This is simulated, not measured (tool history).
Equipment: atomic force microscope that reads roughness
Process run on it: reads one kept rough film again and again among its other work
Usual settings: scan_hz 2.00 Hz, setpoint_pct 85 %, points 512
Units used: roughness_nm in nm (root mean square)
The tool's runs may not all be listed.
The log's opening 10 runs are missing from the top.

| run | hour | scan_hz | setpoint_pct | points | pictures with this tip | hours of work since the height scale was calibrated | roughness_nm |
|---|---|---|---|---|---|---|---|
|  | 331.4 | new tip fitted |
| 11 | 346.5 | 1.21 | 85 | 512 | 18 | 179 | 4.554 |
| 12 | 374.0 | 1.21 | 85 | 512 | 51 | 191 | 4.495 |
| 13 | 411.8 | 1.21 | 85 | 512 | 96 | 208 | 4.396 |
|  | 416.8 | height scale calibrated on a step standard |
| 14 | 457.1 | 1.21 | 85 | 512 | 149 | 18 | 4.338 |
| 15 | 479.0 | 2.00 | 85 | 512 | 175 | 27 | 4.101 |
| 16 | 529.0 | 2.00 | 85 | 512 | 234 | 49 | 3.990 |
|  | 535.8 | height scale calibrated on a step standard, once more |
|  | 553.0 | new tip fitted |
| 17 | 557.1 | 2.00 | 85 | 512 | 5 | 9 | 4.388 |
| 18 | 583.7 | 2.00 | 71 | 911 | 37 | 21 | 4.566 |
| 19 | 621.7 | 1.37 | 70 | 751 | 82 | 38 | 4.568 |
| 20 | 661.4 | 0.95 | 72 | 894 | 129 | 55 | 4.445 |
| 21 | 691.4 | 0.95 | 72 | 894 | 165 | 68 | 4.397 |
| 22 | 723.6 | 0.95 | 72 | 894 | 203 | 83 | 4.321 |
| 23 | 755.0 | 2.20 | 73 | 528 | 240 | 96 | 4.138 |
|  | 771.6 | new tip fitted |
| 24 | 783.5 | 1.21 | 85 | 512 | 14 | 109 | 4.565 |
| 25 | 833.1 | 1.00 | 79 | 380 | 73 | 131 | 4.555 |
| 26 | 873.1 | 1.00 | 73 | 272 | 120 | 148 | 4.453 |
| 27 | 909.9 | 3.57 | 89 | 311 | 164 | 165 | 3.694 |
| 28 | 938.7 | 0.64 | 80 | 512 | 198 | 177 | 4.335 |
| 29 | 983.0 | 2.87 | 86 | 292 | 251 | 197 | 3.760 |
|  | 989.2 | new tip fitted |
| 30 | 1009.0 | 2.87 | 72 | 313 | 23 | 208 | 4.535 |
| 31 | 1040.5 | 0.66 | 64 | 313 | 61 | 222 | 4.690 |
| 32 | 1078.3 | 0.66 | 64 | 313 | 106 | 239 | 4.609 |
| 33 | 1119.8 | 0.66 | 64 | 313 | 155 | 257 | 4.483 |
| 34 | 1158.9 | 2.30 | 85 | 512 | 202 | 274 | 4.023 |

Forecast each of these 4 alternatives for the next run:
| A | 1203.9 | 1.28 | 62 | 452 | 255 | 294 | ? |
| B | 1203.9 | 0.72 | 67 | 295 | 255 | 294 | ? |
| C | 1203.9 | 2.32 | 72 | 512 | 255 | 294 | ? |
| D | 1203.9 | 1.13 | 71 | 512 | 255 | 294 | ? |

| run | roughness_nm |
|---|---|
| A | 4.288 |
| B | 4.326 |
| C | 4.109 |
| D | 4.229 |
The same runs, with their run-to-run variation unchanged, on a tool lacking any hidden condition would have given:
| run | roughness_nm |
|---|---|
| A | 4.810 |
| B | 4.854 |
| C | 4.610 |
| D | 4.744 |
